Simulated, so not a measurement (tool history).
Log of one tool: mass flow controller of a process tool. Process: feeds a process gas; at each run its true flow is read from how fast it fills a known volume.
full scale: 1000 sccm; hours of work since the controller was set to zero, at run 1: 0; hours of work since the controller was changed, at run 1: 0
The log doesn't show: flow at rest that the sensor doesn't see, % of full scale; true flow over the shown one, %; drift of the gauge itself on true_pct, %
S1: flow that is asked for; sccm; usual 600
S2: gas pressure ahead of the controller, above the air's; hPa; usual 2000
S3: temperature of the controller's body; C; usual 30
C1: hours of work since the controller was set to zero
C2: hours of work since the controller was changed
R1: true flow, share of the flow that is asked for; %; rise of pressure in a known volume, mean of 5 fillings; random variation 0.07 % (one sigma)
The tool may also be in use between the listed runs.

Run 1, day 0.000: usual settings; C1 0; C2 0. Result: R1 99.15 %.
Run 2, day 3.583: usual settings; C1 55; C2 55. Result: R1 99.00 %.
Run 3, day 7.117: usual settings; C1 109; C2 109. Result: R1 99.11 %.
Run 4, day 11.312: usual settings; C1 173; C2 173. Result: R1 99.06 %.
Run 5, day 15.521: usual settings; C1 237; C2 237. Result: R1 99.02 %.
Run 6, day 19.779: usual settings; C1 303; C2 303. Result: R1 99.03 %.
Run 7, day 25.012: usual settings but S1 217 sccm; C1 383; C2 383. Result: R1 97.71 %.
Run 8, day 29.679: usual settings but S1 217 sccm; C1 454; C2 454. Result: R1 97.53 %.
Run 9, day 34.812: usual settings; C1 532; C2 532. Result: R1 98.82 %.
Run 10, day 40.979: usual settings; C1 627; C2 627. Result: R1 98.74 %.
Run 11, day 47.017: usual settings; C1 719; C2 719. Result: R1 98.74 %.
Run 12, day 52.171: usual settings; C1 798; C2 798. Result: R1 98.67 %.
Run 13, day 58.354: usual settings but S3 31 C; C1 893; C2 893. Result: R1 98.47 %.
Run 14, day 64.129: usual settings; C1 981; C2 981. Result: R1 98.42 %.
Run 15, day 69.117: usual settings but S1 440 sccm; C1 1057; C2 1057. Result: R1 97.89 %.
Run 16, day 72.496: usual settings but S1 226 sccm, S2 1880 hPa; C1 1109; C2 1109. Result: R1 96.90 %.
Run 17, day 75.900: usual settings but S1 196 sccm, S3 39 C; C1 1161; C2 1161. Result: R1 97.34 %.
Run 18, day 81.000: usual settings but S1 261 sccm, S3 23 C; C1 1239; C2 1239. Result: R1 96.43 %.
Run 19, day 85.321: usual settings but S1 261 sccm, S3 23 C; C1 1305; C2 1305. Result: R1 96.52 %.
Run 20, day 91.033: usual settings but S1 261 sccm, S3 23 C; C1 1392; C2 1392. Result: R1 96.40 %.
Run 21, day 94.646: usual settings but S1 194 sccm, S3 38 C; C1 1448; C2 1448. Result: R1 96.77 %.
Run 22, day 100.117: usual settings but S1 194 sccm, S3 38 C; C1 1531; C2 1531. Result: R1 96.75 %.
Run 23, day 104.462: usual settings but S1 810 sccm, S2 1690 hPa, S3 38 C; C1 1598; C2 1598. Result: R1 99.14 %.
Run 24, day 110.438: usual settings but S1 810 sccm, S2 1690 hPa, S3 38 C; C1 1689; C2 1689. Result: R1 99.16 %.
Run 25, day 114.317: usual settings but S1 389 sccm, S2 1860 hPa, S3 32 C; C1 1748; C2 1748. Result: R1 97.22 %.
Run 26, day 119.417: usual settings but S1 202 sccm, S2 2270 hPa; C1 1826; C2 1826. Result: R1 95.93 %.
Run 27, day 125.238: usual settings but S3 36 C; C1 1915; C2 1915. Result: R1 98.19 %.

4 ways to go on from here, each from the tool as it stands after run 27. What would each give?
Run A, day 128.046: usual settings but S1 140 sccm, S2 1640 hPa, S3 31 C; C1 1958; C2 1958. Result: R1 ?.
Run B, day 128.046: usual settings but S1 850 sccm, S2 1740 hPa; C1 1958; C2 1958. Result: R1 ?.
Run C, day 128.046: usual settings but S2 2760 hPa, S3 36 C; C1 1958; C2 1958. Result: R1 ?.
Run D, day 128.046: usual settings but S1 348 sccm, S2 1960 hPa, S3 27 C; C1 1958; C2 1958. Result: R1 ?.

run     R1
  A  95.08
  B  98.51
  C  98.31
  D  96.63
Without the tool's hidden state the same runs would have given:
run     R1
  A  98.33
  B  99.90
  C  99.84
  D  98.54

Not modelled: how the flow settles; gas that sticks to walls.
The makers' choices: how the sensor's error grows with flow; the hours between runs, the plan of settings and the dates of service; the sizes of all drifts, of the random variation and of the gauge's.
